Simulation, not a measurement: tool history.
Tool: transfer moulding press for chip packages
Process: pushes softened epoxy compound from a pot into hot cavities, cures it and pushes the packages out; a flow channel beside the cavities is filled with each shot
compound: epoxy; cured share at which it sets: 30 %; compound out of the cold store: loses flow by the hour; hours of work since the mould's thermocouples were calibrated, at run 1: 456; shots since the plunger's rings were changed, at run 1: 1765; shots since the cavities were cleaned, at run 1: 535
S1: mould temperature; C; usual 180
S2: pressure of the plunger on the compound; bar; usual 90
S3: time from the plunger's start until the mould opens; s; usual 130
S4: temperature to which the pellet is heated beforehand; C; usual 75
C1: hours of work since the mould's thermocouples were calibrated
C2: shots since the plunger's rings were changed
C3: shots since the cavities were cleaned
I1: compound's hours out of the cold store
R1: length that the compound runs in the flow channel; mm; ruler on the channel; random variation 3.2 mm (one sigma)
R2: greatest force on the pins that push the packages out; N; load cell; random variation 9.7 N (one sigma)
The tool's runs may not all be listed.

run,day,S1,S2,S3,S4,C1,C2,C3,I1,R1,R2
1,0,180,90,130,75,456,1765,535,44,589,607
2,1.238,180,90,130,75,471,2007,777,42.1,592,668
# day 1.875: mould's thermocouples calibrated
# day 2.454: cavities cleaned with cleaning compound and waxed
3,3,180,90,130,75,13,2323,106,19.3,653,534
4,4.25,180,90,130,75,29,2568,351,47,576,572
5,5.292,180,90,130,75,42,2771,554,35.9,600,613
6,6.133,180,90,130,75,53,2937,720,15.5,649,681
7,6.879,180,90,130,75,62,3082,865,44.6,574,651
# day 7.579: cavities cleaned with cleaning compound and waxed
8,8.554,180,90,130,75,82,3397,191,15.1,654,561
9,9.617,180,90,130,75,95,3605,399,35.2,591,600
10,10.742,184,90,130,75,109,3825,619,26.4,613,555
11,11.5,184,90,130,75,119,3974,768,12.5,638,595
12,12.292,184,90,130,75,129,4128,922,21.1,621,625
# day 12.738: cavities cleaned with cleaning compound and waxed
13,13.104,180,75.4,130,75,138,4275,71,27.2,560,506
14,14.329,180,75.4,130,75,154,4515,311,34.3,534,570
15,15.304,180,75.4,130,75,166,4706,502,46.1,508,605
16,16.075,180,69.2,140,83,175,4856,652,37.3,503,587
17,17.512,180,93.6,140,83,193,5137,933,35,589,640
# day 17.942: cavities cleaned with cleaning compound and waxed
18,18.583,185,90,151,75,206,5335,126,8.8,643,414
19,19.558,182,108.5,130,75,218,5525,316,24.9,658,569
20,20.742,181,90.2,130,75,233,5757,548,47.3,536,572
21,22.262,176,73.1,111,74,252,6054,845,35.3,521,1186
# day 23.142: cavities cleaned with cleaning compound and waxed
22,23.338,180,90,154,67,265,6252,39,24.6,599,428
# day 24.588: plunger's sealing rings changed
23,25.038,176,90,122,74,285,88,351,9,719,930
24,25.85,176,97.1,122,67,295,247,510,27.6,688,900
25,26.554,172,75.6,121,82,304,385,648,30.7,603,1171
26,27.617,172,75.6,121,82,317,592,855,35.7,587,1193
# day 28.425: cavities cleaned with cleaning compound and waxed
27,28.642,172,75.6,169,77,329,781,43,34.2,583,480

5 ways to go on from here, each from the tool as it stands after run 27. What would each give?
A,30.058,172,87.3,169,77,347,1058,320,35.8,?,?
B,30.058,172,75.6,125,77,347,1058,320,45.6,?,?
C,30.058,172,79.7,130,70,347,1058,320,20,?,?
D,30.058,185,75.6,129,77,347,1058,320,32.2,?,?
E,30.058,181,90,139,75,347,1058,320,35.7,?,?

run,R1,R2
A,629,561
B,561,923
C,637,946
D,571,498
E,617,517
Without the tool's hidden state the same runs would have given:
run,R1,R2
A,638,434
B,569,691
C,646,706
D,579,392
E,626,404
